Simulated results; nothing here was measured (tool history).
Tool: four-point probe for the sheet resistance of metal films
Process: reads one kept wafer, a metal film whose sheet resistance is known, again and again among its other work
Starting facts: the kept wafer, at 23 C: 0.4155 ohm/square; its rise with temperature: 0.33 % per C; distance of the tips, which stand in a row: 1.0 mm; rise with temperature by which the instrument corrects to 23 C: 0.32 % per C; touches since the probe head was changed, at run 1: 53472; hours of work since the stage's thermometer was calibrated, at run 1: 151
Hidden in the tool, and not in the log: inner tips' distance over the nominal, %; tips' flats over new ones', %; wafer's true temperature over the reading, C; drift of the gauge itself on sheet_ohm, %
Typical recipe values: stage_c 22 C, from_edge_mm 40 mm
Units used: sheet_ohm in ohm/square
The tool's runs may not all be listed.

run,hour,stage_c,from_edge_mm,touches since the probe head was changed,hours of work since the stage's thermometer was calibrated,sheet_ohm
1,0,22,40,53472,151,0.419719
2,10,22,40,53902,158,0.419828
3,31.2,23,40,54814,173,0.419751
4,45.7,23,40,55438,183,0.419805
5,61,23,36,56097,194,0.420078
6,81.7,31,36,56987,208,0.420593
7,96.1,21,40,57605,218,0.420018
8,104.8,22,40,57978,225,0.419892
9,125.2,22,40,58858,239,0.420124
10,145.1,22,40,59715,253,0.419946
11,159.5,22,40,60334,263,0.420186
12,172.4,34,32,60887,272,0.420991
# hour 174.7: stage's thermometer calibrated
13,183.1,22,65,61327,6,0.420243
14,200.1,26,11,62058,18,0.422152
15,218.5,28,35,62850,31,0.420812
16,227.6,23,74,63242,37,0.420154
17,248.7,23,74,64147,52,0.420359

Subtracting, for every run, the result it would have given without the tool's unlogged condition from the measured result gives the following. The same run-to-run variation enters both numbers; the gauge's scatter may not:
run,sheet_ohm
1,+0.004212
2,+0.004231
3,+0.004273
4,+0.004305
5,+0.004336
6,+0.004383
7,+0.004405
8,+0.004422
9,+0.004461
10,+0.004501
11,+0.00453
12,+0.004564
13,+0.004587
14,+0.004638
15,+0.004659
16,+0.00467
17,+0.004712
